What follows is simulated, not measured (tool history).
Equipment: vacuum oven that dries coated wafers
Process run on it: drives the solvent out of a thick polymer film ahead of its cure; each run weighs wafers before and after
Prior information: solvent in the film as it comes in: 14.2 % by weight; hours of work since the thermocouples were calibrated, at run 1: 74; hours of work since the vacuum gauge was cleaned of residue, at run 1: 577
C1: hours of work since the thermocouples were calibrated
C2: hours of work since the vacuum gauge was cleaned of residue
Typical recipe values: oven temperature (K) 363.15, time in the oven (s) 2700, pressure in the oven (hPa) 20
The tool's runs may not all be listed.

Run 1, hour 0: usual settings; C1 74; C2 577. Result: solvent left in the film (%) 1.012.
Run 2, hour 21.1: usual settings; C1 90; C2 594. Result: solvent left in the film (%) 1.003.
Run 3, hour 61.8: usual settings; C1 122; C2 626. Result: solvent left in the film (%) 1.013.
Run 4, hour 102.9: usual settings; C1 155; C2 658. Result: solvent left in the film (%) 1.009.
Run 5, hour 133.7: usual settings but time in the oven (s) 1920; C1 179; C2 683. Result: solvent left in the film (%) 1.617.
Run 6, hour 166.2: usual settings but pressure in the oven (hPa) 46; C1 205; C2 708. Result: solvent left in the film (%) 1.75.
Run 7, hour 204.5: usual settings; C1 235; C2 739. Result: solvent left in the film (%) 1.008.
Run 8, hour 233.8: usual settings but oven temperature (K) 366.15; C1 258; C2 762. Result: solvent left in the film (%) 0.79.
Run 9, hour 267.6: usual settings but oven temperature (K) 366.15; C1 285; C2 788. Result: solvent left in the film (%) 0.785.
Run 10, hour 313.9: usual settings but oven temperature (K) 370.15; C1 322; C2 825. Result: solvent left in the film (%) 0.564.
Run 11, hour 346.9: usual settings but oven temperature (K) 370.15; C1 348; C2 851. Result: solvent left in the film (%) 0.58.
Run 12, hour 388.4: usual settings; C1 380; C2 884. Result: solvent left in the film (%) 0.992.
Run 13, hour 427.7: usual settings; C1 411; C2 915. Result: solvent left in the film (%) 0.995.
Run 14, hour 451.8: usual settings but pressure in the oven (hPa) 56.4; C1 430; C2 934. Result: solvent left in the film (%) 2.038.
Run 15, hour 476.5: usual settings; C1 450; C2 953. Result: solvent left in the film (%) 1.002.
Run 16, hour 511.2: usual settings; C1 477; C2 981. Result: solvent left in the film (%) 1.004.
Run 17, hour 531.5: usual settings but time in the oven (s) 1320; C1 493; C2 997. Result: solvent left in the film (%) 2.665.
Run 18, hour 552.8: usual settings but time in the oven (s) 1320; C1 510; C2 1014. Result: solvent left in the film (%) 2.663.
Run 19, hour 588.7: usual settings but time in the oven (s) 1320; C1 539; C2 1042. Result: solvent left in the film (%) 2.645.
Run 20, hour 610: usual settings but time in the oven (s) 1320; C1 555; C2 1059. Result: solvent left in the film (%) 2.646.
Run 21, hour 636.8: usual settings; C1 577; C2 1080. Result: solvent left in the film (%) 0.995.
Run 22, hour 669.5: usual settings; C1 602; C2 1106. Result: solvent left in the film (%) 0.987.
At hour 674.8: vacuum gauge cleaned of residue and calibrated.
Run 23, hour 699.7: usual settings; C1 625; C2 20. Result: solvent left in the film (%) 0.897.
Run 24, hour 722.3: usual settings; C1 643; C2 37. Result: solvent left in the film (%) 0.902.
Run 25, hour 750.7: usual settings but oven temperature (K) 366.15, time in the oven (s) 2400; C1 665; C2 60. Result: solvent left in the film (%) 0.808.
Run 26, hour 784.2: usual settings but time in the oven (s) 3900; C1 692; C2 86. Result: solvent left in the film (%) 0.662.
Run 27, hour 819.1: usual settings but time in the oven (s) 3900; C1 719; C2 114. Result: solvent left in the film (%) 0.651.
Run 28, hour 843.9: usual settings but time in the oven (s) 3900; C1 739; C2 134. Result: solvent left in the film (%) 0.646.
Run 29, hour 890.6: usual settings but time in the oven (s) 3900; C1 776; C2 170. Result: solvent left in the film (%) 0.656.
Run 30, hour 917.3: usual settings but oven temperature (K) 366.15, time in the oven (s) 1980, pressure in the oven (hPa) 48.1; C1 797; C2 192. Result: solvent left in the film (%) 1.749.
Run 31, hour 947.5: usual settings but oven temperature (K) 370.15, time in the oven (s) 2760, pressure in the oven (hPa) 14; C1 821; C2 215. Result: solvent left in the film (%) 0.388.
Run 32, hour 979: usual settings but oven temperature (K) 370.15, time in the oven (s) 2760, pressure in the oven (hPa) 14; C1 846; C2 240. Result: solvent left in the film (%) 0.382.
Run 33, hour 1014.8: usual settings but time in the oven (s) 4800; C1 874; C2 269. Result: solvent left in the film (%) 0.615.
Run 34, hour 1053.5: usual settings but time in the oven (s) 2340, pressure in the oven (hPa) 60; C1 905; C2 299. Result: solvent left in the film (%) 2.189.
Run 35, hour 1098.5: usual settings but oven temperature (K) 353.15, time in the oven (s) 2340, pressure in the oven (hPa) 60; C1 940; C2 335. Result: solvent left in the film (%) 4.086.
Run 36, hour 1118.3: usual settings but oven temperature (K) 353.15, time in the oven (s) 2340, pressure in the oven (hPa) 60; C1 956; C2 350. Result: solvent left in the film (%) 4.068.
Run 37, hour 1160.3: usual settings but oven temperature (K) 353.15, time in the oven (s) 2340, pressure in the oven (hPa) 60; C1 989; C2 384. Result: solvent left in the film (%) 4.081.
Run 38, hour 1183.5: usual settings but time in the oven (s) 1920, pressure in the oven (hPa) 16; C1 1007; C2 402. Result: solvent left in the film (%) 1.339.
Run 39, hour 1213.9: usual settings but oven temperature (K) 365.15, time in the oven (s) 4200, pressure in the oven (hPa) 16.6; C1 1031; C2 426. Result: solvent left in the film (%) 0.488.
Run 40, hour 1255.3: usual settings but oven temperature (K) 365.15, time in the oven (s) 4200, pressure in the oven (hPa) 16.6; C1 1064; C2 459. Result: solvent left in the film (%) 0.479.
Run 41, hour 1296: usual settings but oven temperature (K) 365.15, time in the oven (s) 4200, pressure in the oven (hPa) 16.6; C1 1096; C2 491. Result: solvent left in the film (%) 0.495.
Run 42, hour 1318.7: usual settings but oven temperature (K) 367.15, time in the oven (s) 2160, pressure in the oven (hPa) 55.1; C1 1114; C2 509. Result: solvent left in the film (%) 1.667.
Run 43, hour 1360.4: usual settings but oven temperature (K) 355.15, time in the oven (s) 3540, pressure in the oven (hPa) 13.9; C1 1147; C2 542. Result: solvent left in the film (%) 1.068.
Run 44, hour 1401.1: usual settings but oven temperature (K) 373.15, time in the oven (s) 1920, pressure in the oven (hPa) 11.6; C1 1179; C2 574. Result: solvent left in the film (%) 0.419.
Run 45, hour 1424.8: usual settings but oven temperature (K) 354.15, time in the oven (s) 3060, pressure in the oven (hPa) 33.1; C1 1198; C2 592. Result: solvent left in the film (%) 2.168.
Run 46, hour 1456.2: usual settings but time in the oven (s) 3900, pressure in the oven (hPa) 28.7; C1 1223; C2 617. Result: solvent left in the film (%) 0.906.

4 options for the next run, each taken on its own from the tool as it stands now. Forecast them:
Run A, hour 1492.5: usual settings but oven temperature (K) 372.15, time in the oven (s) 3120; C1 1251; C2 646. Result: solvent left in the film (%) ?.
Run B, hour 1492.5: usual settings but oven temperature (K) 360.15, time in the oven (s) 4200; C1 1251; C2 646. Result: solvent left in the film (%) ?.
Run C, hour 1492.5: usual settings but oven temperature (K) 365.15, pressure in the oven (hPa) 33.4; C1 1251; C2 646. Result: solvent left in the film (%) ?.
Run D, hour 1492.5: usual settings but time in the oven (s) 1500, pressure in the oven (hPa) 24.4; C1 1251; C2 646. Result: solvent left in the film (%) ?.

run  solvent left in the film (%)
  A                         0.451
  B                         0.767
  C                         1.094
  D                         2.156
Stripped of hidden state, with their random variation kept, the same runs would have yielded:
run  solvent left in the film (%)
  A                         0.456
  B                         0.807
  C                          1.19
  D                         2.437
